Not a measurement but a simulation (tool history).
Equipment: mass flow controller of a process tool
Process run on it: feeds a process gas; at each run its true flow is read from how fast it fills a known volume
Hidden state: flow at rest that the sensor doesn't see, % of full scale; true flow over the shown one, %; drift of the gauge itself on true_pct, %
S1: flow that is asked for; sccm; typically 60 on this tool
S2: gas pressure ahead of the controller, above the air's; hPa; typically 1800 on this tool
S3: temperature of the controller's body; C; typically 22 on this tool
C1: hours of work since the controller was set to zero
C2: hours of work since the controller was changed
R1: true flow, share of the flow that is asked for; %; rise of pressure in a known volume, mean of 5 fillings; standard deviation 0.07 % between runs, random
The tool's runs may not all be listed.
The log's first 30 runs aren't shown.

Run 31, hour 7335.9: usual settings but S1 40 sccm, S2 1610 hPa, S3 36 C; C1 505; C2 4641. Result: R1 96.07 %.
Run 32, hour 7526.3: usual settings but S1 23 sccm, S2 1520 hPa; C1 594; C2 4731. Result: R1 92.50 %.
Run 33, hour 7798.4: usual settings but S1 23 sccm, S2 1560 hPa; C1 722; C2 4858. Result: R1 92.25 %.
At hour 7919.0: controller's zero set anew, once more.
Run 34, hour 8129.1: usual settings but S3 25 C; C1 98; C2 5013. Result: R1 97.71 %.
Run 35, hour 8435.8: usual settings but S3 25 C; C1 242; C2 5157. Result: R1 97.45 %.
Run 36, hour 8590.3: usual settings but S1 21 sccm, S2 2650 hPa, S3 25 C; C1 315; C2 5229. Result: R1 96.90 %.
Run 37, hour 8896.0: usual settings but S1 63 sccm, S2 2650 hPa, S3 25 C; C1 458; C2 5372. Result: R1 98.07 %.
Run 38, hour 9093.4: usual settings but S3 30 C; C1 550; C2 5465. Result: R1 97.89 %.
Run 39, hour 9374.9: usual settings but S3 30 C; C1 682; C2 5597. Result: R1 97.61 %.
Run 40, hour 9578.5: usual settings but S2 1520 hPa, S3 37 C; C1 778; C2 5692. Result: R1 98.35 %.
Run 41, hour 9880.7: usual settings but S2 1520 hPa, S3 37 C; C1 919; C2 5834. Result: R1 98.26 %.
Run 42, hour 10092.5: usual settings but S1 23 sccm, S2 1610 hPa; C1 1018; C2 5933. Result: R1 95.51 %.
Run 43, hour 10343.2: usual settings but S1 19 sccm, S2 1870 hPa, S3 25 C; C1 1136; C2 6050. Result: R1 95.66 %.
Run 44, hour 10601.6: usual settings but S1 19 sccm, S2 1870 hPa, S3 25 C; C1 1257; C2 6171. Result: R1 95.48 %.
Run 45, hour 10873.5: usual settings but S1 35 sccm, S2 1870 hPa, S3 36 C; C1 1384; C2 6299. Result: R1 97.50 %.

Here are 5 independent what-if runs from the current tool condition. What would each one return?
Run A, hour 11053.6: usual settings but S2 2020 hPa, S3 20 C; C1 1469; C2 6383. Result: R1 ?.
Run B, hour 11053.6: usual settings but S1 35 sccm, S2 2040 hPa, S3 27 C; C1 1469; C2 6383. Result: R1 ?.
Run C, hour 11053.6: usual settings but S1 11 sccm, S2 2360 hPa, S3 20 C; C1 1469; C2 6383. Result: R1 ?.
Run D, hour 11053.6: usual settings but S1 83 sccm, S3 29 C; C1 1469; C2 6383. Result: R1 ?.
Run E, hour 11053.6: usual settings but S1 11 sccm, S2 1880 hPa, S3 25 C; C1 1469; C2 6383. Result: R1 ?.

run     R1
  A  96.55
  B  96.46
  C  94.33
  D  98.05
  E  94.44
Stripped of hidden state, with their random variation kept, the same runs would have yielded:
run     R1
  A  98.48
  B  98.59
  C  97.57
  D  99.90
  E  97.68
